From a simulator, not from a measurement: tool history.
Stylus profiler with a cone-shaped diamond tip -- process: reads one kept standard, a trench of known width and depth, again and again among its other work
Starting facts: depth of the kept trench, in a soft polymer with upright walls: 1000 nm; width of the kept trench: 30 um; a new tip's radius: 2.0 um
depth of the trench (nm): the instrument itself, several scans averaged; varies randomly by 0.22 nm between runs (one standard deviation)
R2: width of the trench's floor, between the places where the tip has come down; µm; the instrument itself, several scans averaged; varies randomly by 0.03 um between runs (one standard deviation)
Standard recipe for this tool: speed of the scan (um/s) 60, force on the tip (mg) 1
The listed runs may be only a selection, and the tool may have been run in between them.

Run 1, hour 0: usual settings. Result: depth of the trench (nm) 1004.88, R2 25.65 µm.
Run 2, hour 116.9: usual settings but force on the tip (mg) 1.67. Result: depth of the trench (nm) 1006.97, R2 25.73 µm.
Run 3, hour 220.3: usual settings. Result: depth of the trench (nm) 1005.56, R2 25.6 µm.
Run 4, hour 304.4: usual settings but speed of the scan (um/s) 27. Result: depth of the trench (nm) 1005.56, R2 25.92 µm.
Run 5, hour 435.7: usual settings but speed of the scan (um/s) 27. Result: depth of the trench (nm) 1005.75, R2 25.9 µm.
Run 6, hour 571.1: usual settings but speed of the scan (um/s) 27. Result: depth of the trench (nm) 1005.55, R2 25.91 µm.
Run 7, hour 670.3: usual settings. Result: depth of the trench (nm) 1005.74, R2 25.55 µm.
Run 8, hour 758.9: usual settings. Result: depth of the trench (nm) 1005.52, R2 25.54 µm.
At hour 830.5: height scale calibrated on a step standard.
Run 9, hour 881.3: usual settings. Result: depth of the trench (nm) 1007.23, R2 25.56 µm.
Run 10, hour 940.3: usual settings. Result: depth of the trench (nm) 1007.39, R2 25.51 µm.
Run 11, hour 1024: usual settings. Result: depth of the trench (nm) 1007.23, R2 25.47 µm.
Run 12, hour 1101.7: usual settings. Result: depth of the trench (nm) 1007.33, R2 25.5 µm.
Run 13, hour 1216.9: usual settings. Result: depth of the trench (nm) 1007.58, R2 25.47 µm.
Run 14, hour 1332.5: usual settings but speed of the scan (um/s) 32, force on the tip (mg) 0.71. Result: depth of the trench (nm) 1006.76, R2 25.69 µm.
Run 15, hour 1407.4: usual settings but speed of the scan (um/s) 32, force on the tip (mg) 0.71. Result: depth of the trench (nm) 1006.84, R2 25.68 µm.
Run 16, hour 1472.3: usual settings but speed of the scan (um/s) 32, force on the tip (mg) 0.74. Result: depth of the trench (nm) 1007.27, R2 25.72 µm.
At hour 1525.5: height scale calibrated on a step standard, once more.
Run 17, hour 1574.3: usual settings but speed of the scan (um/s) 64, force on the tip (mg) 0.34. Result: depth of the trench (nm) 1001.57, R2 24.95 µm.
Run 18, hour 1685.2: usual settings but speed of the scan (um/s) 57, force on the tip (mg) 1.56. Result: depth of the trench (nm) 1005.05, R2 25.55 µm.
Run 19, hour 1784: usual settings but speed of the scan (um/s) 37, force on the tip (mg) 1.44. Result: depth of the trench (nm) 1004.82, R2 25.75 µm.
Run 20, hour 1876: usual settings but speed of the scan (um/s) 61, force on the tip (mg) 0.8. Result: depth of the trench (nm) 1003.19, R2 25.33 µm.
Run 21, hour 1952.9: usual settings but speed of the scan (um/s) 61, force on the tip (mg) 0.8. Result: depth of the trench (nm) 1003.51, R2 25.29 µm.

Run 22, settings as shown, results not yet in. Your forecast:
Run 22, hour 2055.6: usual settings but speed of the scan (um/s) 104, force on the tip (mg) 0.8. Result: depth of the trench (nm) ?, R2 ?.

{"run 22": {"depth of the trench (nm)": 1003.17, "R2": 24.81}}
Minus the tool's unlogged condition, the same run would have read depth of the trench (nm) 1002.69, R2 25.37 µm.

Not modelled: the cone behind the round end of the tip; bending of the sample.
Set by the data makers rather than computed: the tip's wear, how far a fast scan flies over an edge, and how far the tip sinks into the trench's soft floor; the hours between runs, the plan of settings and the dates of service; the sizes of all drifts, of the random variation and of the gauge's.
